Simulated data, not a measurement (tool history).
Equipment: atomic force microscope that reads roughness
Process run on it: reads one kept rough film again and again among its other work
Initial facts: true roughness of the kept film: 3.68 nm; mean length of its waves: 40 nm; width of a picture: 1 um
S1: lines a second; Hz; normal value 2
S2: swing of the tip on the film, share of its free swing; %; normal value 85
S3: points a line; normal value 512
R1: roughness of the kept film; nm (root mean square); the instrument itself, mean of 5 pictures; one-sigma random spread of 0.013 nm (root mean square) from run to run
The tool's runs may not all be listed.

run 1 day=0 | S1=2 S2=85 S3=512 | R1=2.786
run 2 day=1.521 | S1=2 S2=66 S3=512 | R1=2.928
run 3 day=3.704 | S1=1.6 S2=66 S3=512 | R1=2.871
-- day=5.25 new tip fitted
run 4 day=5.583 | S1=2 S2=85 S3=512 | R1=3.038
run 5 day=6.738 | S1=2 S2=85 S3=512 | R1=2.994
run 6 day=7.775 | S1=2 S2=85 S3=512 | R1=2.948
run 7 day=9.312 | S1=2 S2=85 S3=512 | R1=2.925
run 8 day=11.121 | S1=2 S2=85 S3=512 | R1=2.885
run 9 day=12.371 | S1=2 S2=85 S3=512 | R1=2.827
run 10 day=13.496 | S1=2 S2=76 S3=512 | R1=2.891
run 11 day=14.583 | S1=2 S2=58 S3=649 | R1=3.001
run 12 day=15.583 | S1=2.64 S2=64 S3=293 | R1=2.872
run 13 day=16.967 | S1=0.67 S2=55 S3=715 | R1=2.992
-- day=18.392 new tip fitted
run 14 day=18.888 | S1=0.67 S2=55 S3=715 | R1=3.363
run 15 day=20.008 | S1=3.01 S2=85 S3=314 | R1=2.815
run 16 day=21.167 | S1=3.01 S2=85 S3=314 | R1=2.782
run 17 day=22.133 | S1=2 S2=81 S3=512 | R1=2.964
run 18 day=23.046 | S1=2 S2=64 S3=259 | R1=3.103

Predict the results of run 19:
run 19 day=24.667 | S1=2 S2=64 S3=259 | R1=?

{"run 19": {"R1": 3.056}}
With no hidden state in the tool, this same run would have given R1 3.333 nm (root mean square).

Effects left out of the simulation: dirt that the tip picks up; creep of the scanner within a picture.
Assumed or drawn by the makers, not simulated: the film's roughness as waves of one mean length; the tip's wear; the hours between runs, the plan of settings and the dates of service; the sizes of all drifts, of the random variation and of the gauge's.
